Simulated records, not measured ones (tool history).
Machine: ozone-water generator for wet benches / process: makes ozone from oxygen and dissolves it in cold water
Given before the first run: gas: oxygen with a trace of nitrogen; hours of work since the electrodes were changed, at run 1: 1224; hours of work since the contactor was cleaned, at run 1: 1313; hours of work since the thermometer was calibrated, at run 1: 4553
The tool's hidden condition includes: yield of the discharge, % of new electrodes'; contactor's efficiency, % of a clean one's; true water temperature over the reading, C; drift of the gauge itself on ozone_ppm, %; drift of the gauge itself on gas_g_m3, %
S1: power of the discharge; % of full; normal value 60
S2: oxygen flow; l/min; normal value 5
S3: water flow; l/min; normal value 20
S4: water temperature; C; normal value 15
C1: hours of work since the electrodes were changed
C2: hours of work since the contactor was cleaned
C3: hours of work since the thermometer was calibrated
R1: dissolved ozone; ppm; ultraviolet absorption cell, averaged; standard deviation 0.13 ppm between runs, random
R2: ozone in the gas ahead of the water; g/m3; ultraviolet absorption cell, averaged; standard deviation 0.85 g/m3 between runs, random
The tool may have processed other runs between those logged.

Run 1, day 0: usual settings; C1 1224; C2 1313; C3 4553. Result: R1 13.3 ppm, R2 134.6 g/m3.
Run 2, day 0.871: usual settings; C1 1244; C2 1333; C3 4573. Result: R1 13 ppm, R2 135.2 g/m3.
Run 3, day 1.65: usual settings; C1 1262; C2 1351; C3 4592. Result: R1 13.4 ppm, R2 135.7 g/m3.
Run 4, day 2.767: usual settings but S3 31 l/min; C1 1288; C2 1377; C3 4617. Result: R1 8.6 ppm, R2 134.8 g/m3.
Run 5, day 3.904: usual settings but S3 31 l/min; C1 1314; C2 1403; C3 4644. Result: R1 8.5 ppm, R2 138.4 g/m3.
Run 6, day 4.621: usual settings but S2 4.86 l/min; C1 1331; C2 1420; C3 4660. Result: R1 13.2 ppm, R2 137.6 g/m3.
Run 7, day 5.979: usual settings; C1 1362; C2 1451; C3 4692. Result: R1 13.2 ppm, R2 134.2 g/m3.
Run 8, day 6.929: usual settings; C1 1384; C2 1473; C3 4714. Result: R1 13.2 ppm, R2 134.9 g/m3.
Run 9, day 8.012: usual settings but S3 31 l/min; C1 1409; C2 1498; C3 4739. Result: R1 8.5 ppm, R2 135.4 g/m3.
Run 10, day 9.375: usual settings but S3 31 l/min; C1 1441; C2 1530; C3 4770. Result: R1 8.4 ppm, R2 133.1 g/m3.
Run 11, day 10.783: usual settings but S3 30 l/min; C1 1474; C2 1562; C3 4803. Result: R1 8.7 ppm, R2 134.2 g/m3.
Run 12, day 12.017: usual settings but S3 30 l/min; C1 1502; C2 1591; C3 4831. Result: R1 8.9 ppm, R2 134.3 g/m3.
Run 13, day 12.921: usual settings but S3 17 l/min; C1 1523; C2 1612; C3 4852. Result: R1 15.2 ppm, R2 134.2 g/m3.
Run 14, day 13.742: usual settings; C1 1542; C2 1631; C3 4871. Result: R1 13.3 ppm, R2 134.4 g/m3.
Run 15, day 14.667: usual settings; C1 1563; C2 1652; C3 4893. Result: R1 13 ppm, R2 133.8 g/m3.
At day 15.554: water thermometer calibrated.
Run 16, day 15.742: usual settings; C1 1588; C2 1677; C3 4. Result: R1 13.1 ppm, R2 134.9 g/m3.
Run 17, day 16.412: usual settings; C1 1603; C2 1692; C3 20. Result: R1 13.4 ppm, R2 135.3 g/m3.
Run 18, day 17.412: usual settings but S1 55 % of full; C1 1627; C2 1715; C3 43. Result: R1 12.2 ppm, R2 126.6 g/m3.
Run 19, day 18.812: usual settings but S1 77 % of full, S2 4.1 l/min, S3 18 l/min, S4 19 C; C1 1659; C2 1748; C3 75. Result: R1 16.3 ppm, R2 180.6 g/m3.
Run 20, day 19.771: usual settings but S1 84 % of full, S2 4.1 l/min, S3 14 l/min, S4 13 C; C1 1681; C2 1770; C3 98. Result: R1 23.5 ppm, R2 189.9 g/m3.
Run 21, day 20.654: usual settings but S1 84 % of full, S2 4.1 l/min, S3 14 l/min, S4 13 C; C1 1702; C2 1790; C3 118. Result: R1 24 ppm, R2 190.9 g/m3.
Run 22, day 21.996: usual settings but S1 43 % of full, S2 6.9 l/min, S3 16 l/min, S4 7 C; C1 1733; C2 1822; C3 149. Result: R1 13.9 ppm, R2 88.4 g/m3.
Run 23, day 22.662: usual settings but S1 43 % of full, S2 6.9 l/min, S3 16 l/min, S4 7 C; C1 1748; C2 1837; C3 165. Result: R1 14.1 ppm, R2 89.3 g/m3.
Run 24, day 23.367: usual settings but S1 64 % of full, S2 5.02 l/min, S3 22 l/min; C1 1764; C2 1853; C3 181. Result: R1 12.5 ppm, R2 138.7 g/m3.
Run 25, day 24.017: usual settings but S1 85 % of full, S2 8.23 l/min, S3 22 l/min; C1 1779; C2 1868; C3 196. Result: R1 15.6 ppm, R2 131.1 g/m3.
Run 26, day 24.671: usual settings but S1 85 % of full, S2 4.66 l/min, S3 13 l/min; C1 1795; C2 1883; C3 211. Result: R1 24.1 ppm, R2 179.7 g/m3.
Run 27, day 26.096: usual settings but S1 85 % of full, S2 4.66 l/min, S3 13 l/min; C1 1828; C2 1916; C3 244. Result: R1 24.5 ppm, R2 179.5 g/m3.
Run 28, day 27.375: usual settings but S2 6.3 l/min, S3 21 l/min, S4 14 C; C1 1857; C2 1946; C3 274. Result: R1 12.6 ppm, R2 118.2 g/m3.
Run 29, day 28.438: usual settings but S1 64 % of full, S3 22 l/min; C1 1882; C2 1971; C3 298. Result: R1 12.7 ppm, R2 139.4 g/m3.
Run 30, day 29.342: usual settings but S1 64 % of full, S3 22 l/min, S4 18 C; C1 1903; C2 1992; C3 319. Result: R1 12.1 ppm, R2 140.7 g/m3.
Run 31, day 30.592: usual settings but S1 55 % of full, S3 13 l/min; C1 1932; C2 2020; C3 348. Result: R1 17.4 ppm, R2 124.8 g/m3.
Run 32, day 31.275: usual settings but S1 82 % of full, S2 5.98 l/min, S3 29 l/min, S4 23 C; C1 1948; C2 2036; C3 364. Result: R1 10.4 ppm, R2 151.5 g/m3.

Here are 5 independent what-if runs from the current tool condition. What would each one return?
Run A, day 32.533: usual settings but S1 55 % of full; C1 1977; C2 2066; C3 393. Result: R1 ?, R2 ?.
Run B, day 32.533: usual settings but S1 89 % of full, S2 6.55 l/min, S3 13 l/min; C1 1977; C2 2066; C3 393. Result: R1 ?, R2 ?.
Run C, day 32.533: usual settings but S1 84 % of full, S2 5.98 l/min, S3 12 l/min, S4 14 C; C1 1977; C2 2066; C3 393. Result: R1 ?, R2 ?.
Run D, day 32.533: usual settings but S1 66 % of full, S3 27 l/min; C1 1977; C2 2066; C3 393. Result: R1 ?, R2 ?.
Run E, day 32.533: usual settings but S3 19 l/min; C1 1977; C2 2066; C3 393. Result: R1 ?, R2 ?.

run    R1     R2
  A    12  124.8
  B  24.7  155.2
  C  25.4  154.4
  D  10.4  142.2
  E  13.5  132.4
With no hidden state in the tool, these same runs would have given:
run    R1     R2
  A  12.7  129.2
  B  26.3  163.2
  C    27  162.1
  D  11.1  148.1
  E  14.3  137.4
